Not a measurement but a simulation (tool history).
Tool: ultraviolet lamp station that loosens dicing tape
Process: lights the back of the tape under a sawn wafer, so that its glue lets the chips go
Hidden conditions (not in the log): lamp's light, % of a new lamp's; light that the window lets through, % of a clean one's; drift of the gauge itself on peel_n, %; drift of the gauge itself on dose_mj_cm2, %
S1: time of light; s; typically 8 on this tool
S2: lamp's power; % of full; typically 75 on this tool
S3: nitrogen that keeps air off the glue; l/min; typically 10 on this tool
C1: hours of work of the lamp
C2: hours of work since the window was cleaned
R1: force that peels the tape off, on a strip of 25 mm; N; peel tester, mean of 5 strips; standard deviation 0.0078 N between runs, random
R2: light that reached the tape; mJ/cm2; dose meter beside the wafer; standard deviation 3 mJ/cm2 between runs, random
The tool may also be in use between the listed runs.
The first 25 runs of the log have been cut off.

run,day,S1,S2,S3,C1,C2,R1,R2
26,21.8,5,79,10,111,583,0.542,249
27,22.95,12,63,10,126,599,0.279,474
28,23.871,8,64,16,139,611,0.355,321
29,24.529,8,69,10,148,620,0.366,345
# day 24.771: window cleaned of glue's vapour
30,25.258,11,75,12,157,7,0.252,560
31,26.4,11,75,12,172,22,0.265,555
32,27.654,11,75,12,189,39,0.264,554
33,28.25,11,88,15,197,46,0.248,651
34,29.567,13,83,19,215,64,0.241,706
35,30.183,13,83,19,223,72,0.233,706
36,31.404,13,83,19,239,89,0.245,705
37,32.288,8,75,5,251,100,0.422,384
38,33.292,8,70,8,264,114,0.389,354
39,34.096,8,70,8,275,125,0.388,354
40,35.012,9,95,8,287,137,0.272,536
41,36.233,8,95,8,304,153,0.3,473
42,36.85,8,95,8,312,161,0.31,476

Here are 3 independent what-if runs from the current tool condition. What would each one return?
A,37.975,8,71,10,327,176,?,?
B,37.975,5,88,10,327,176,?,?
C,37.975,8,68,4,327,176,?,?

run,R1,R2
A,0.363,349
B,0.48,275
C,0.539,341
Take away the tool's hidden state, keep each run's random variation, and the runs would have read:
run,R1,R2
A,0.304,416
B,0.389,327
C,0.435,406

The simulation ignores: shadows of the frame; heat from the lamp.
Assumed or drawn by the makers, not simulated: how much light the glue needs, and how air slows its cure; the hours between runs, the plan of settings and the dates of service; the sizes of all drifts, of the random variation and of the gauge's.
